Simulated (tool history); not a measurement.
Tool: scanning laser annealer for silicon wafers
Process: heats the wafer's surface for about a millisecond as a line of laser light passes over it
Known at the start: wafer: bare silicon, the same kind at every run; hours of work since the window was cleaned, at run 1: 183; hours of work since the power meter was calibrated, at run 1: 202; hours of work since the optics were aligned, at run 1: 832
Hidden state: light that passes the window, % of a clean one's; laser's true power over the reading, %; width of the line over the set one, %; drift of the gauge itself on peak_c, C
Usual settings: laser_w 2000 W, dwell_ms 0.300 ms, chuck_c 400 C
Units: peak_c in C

| run | hour | laser_w | dwell_ms | chuck_c | hours of work since the window was cleaned | hours of work since the power meter was calibrated | hours of work since the optics were aligned | peak_c |
|---|---|---|---|---|---|---|---|---|
| 1 | 0.0 | 2000 | 0.300 | 400 | 183 | 202 | 832 | 1137 |
| 2 | 16.9 | 2067 | 0.300 | 400 | 193 | 212 | 842 | 1164 |
| 3 | 36.0 | 2067 | 0.300 | 400 | 204 | 223 | 853 | 1169 |
| 4 | 52.7 | 2000 | 0.300 | 390 | 214 | 233 | 863 | 1122 |
| 5 | 72.5 | 1775 | 0.300 | 400 | 225 | 244 | 874 | 1032 |
| 6 | 86.2 | 1775 | 0.300 | 400 | 233 | 252 | 882 | 1035 |
| 7 | 96.2 | 2000 | 0.300 | 400 | 239 | 258 | 888 | 1132 |
| 8 | 110.1 | 2000 | 0.300 | 400 | 247 | 266 | 896 | 1126 |
| 9 | 129.3 | 2000 | 0.300 | 400 | 258 | 277 | 907 | 1125 |
| 10 | 142.3 | 2000 | 0.300 | 400 | 266 | 285 | 915 | 1128 |
| 11 | 160.6 | 1946 | 0.343 | 382 | 276 | 295 | 925 | 1140 |
| 12 | 173.2 | 2153 | 0.281 | 379 | 284 | 303 | 933 | 1142 |
| 13 | 192.1 | 2153 | 0.310 | 379 | 295 | 314 | 944 | 1185 |
| 14 | 206.0 | 2000 | 0.295 | 400 | 303 | 322 | 952 | 1116 |
| 15 | 216.5 | 2052 | 0.257 | 400 | 309 | 328 | 958 | 1081 |
| 16 | 231.3 | 2052 | 0.257 | 400 | 318 | 336 | 966 | 1081 |
| 17 | 243.2 | 2052 | 0.257 | 400 | 324 | 343 | 973 | 1077 |
| 18 | 251.2 | 2000 | 0.309 | 400 | 329 | 348 | 978 | 1134 |
| 19 | 263.9 | 2072 | 0.231 | 411 | 336 | 355 | 985 | 1055 |

Some steps in peak_c between neighbouring runs. How much of each would the tool show without its hidden state too (settings, what came in, random variation), and how much is left for the hidden state, with any gauge scatter that isn't in both results?
Run 6 -> 7: laser_w 1775 -> 2000. peak_c +97 C: hidden state -4, all else +101.

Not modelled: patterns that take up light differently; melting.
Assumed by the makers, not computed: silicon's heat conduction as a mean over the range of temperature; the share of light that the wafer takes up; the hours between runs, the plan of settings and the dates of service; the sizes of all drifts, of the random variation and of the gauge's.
